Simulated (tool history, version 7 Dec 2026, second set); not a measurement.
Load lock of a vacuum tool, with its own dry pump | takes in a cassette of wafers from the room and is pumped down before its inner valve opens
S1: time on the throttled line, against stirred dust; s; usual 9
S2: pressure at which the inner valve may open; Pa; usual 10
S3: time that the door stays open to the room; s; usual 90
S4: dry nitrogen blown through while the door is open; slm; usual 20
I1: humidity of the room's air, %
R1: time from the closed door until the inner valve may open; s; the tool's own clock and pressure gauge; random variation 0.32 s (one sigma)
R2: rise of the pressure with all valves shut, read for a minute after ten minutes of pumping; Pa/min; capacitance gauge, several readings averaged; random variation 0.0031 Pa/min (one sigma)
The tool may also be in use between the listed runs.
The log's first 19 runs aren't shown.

run,day,S1,S2,S3,S4,I1,R1,R2
20,84.233,9,19,90,5,50.3,18.5,0.106
21,87.300,9,19,117,5,47.4,18.6,0.113
22,92.438,5,17,38,13,45.1,14.8,0.056
23,97.517,9,8,90,5,44.3,19.3,0.097
24,102.879,10,9,90,5,45.4,20.1,0.100
25,106.242,9,10,90,9,42.8,18.9,0.078
26,112.496,18,15,59,15,42.1,25.4,0.057
27,115.592,16,11,32,20,41.0,24.0,0.045
28,120.454,16,11,32,20,42.4,24.1,0.031
29,123.871,16,11,32,20,46.4,24.5,0.041
30,128.421,16,11,32,20,44.1,24.6,0.045
31,132.629,6,9,32,6,47.3,17.3,0.064
32,135.708,16,8,192,20,46.8,24.6,0.085
33,139.371,9,10,90,20,44.4,19.3,0.051
34,141.938,9,10,90,20,48.8,19.6,0.069
35,147.342,5,17,90,20,42.2,15.5,0.050
36,150.158,8,10,49,22,42.2,18.8,0.047
37,154.571,9,10,49,16,43.1,18.8,0.054

4 ways to go on from here, each from the tool as it stands after run 37. What would each give?
A,160.808,8,10,54,20,42.4,?,?
B,160.808,8,9,90,20,42.4,?,?
C,160.808,9,10,90,8,45.6,?,?
D,160.808,16,12,49,15,46.1,?,?

run,R1,R2
A,18.1,0.042
B,18.5,0.058
C,19.2,0.085
D,23.8,0.050
Without the tool's hidden state the same runs would have given:
run,R1,R2
A,18.1,0.042
B,18.5,0.058
C,19.2,0.085
D,23.8,0.050
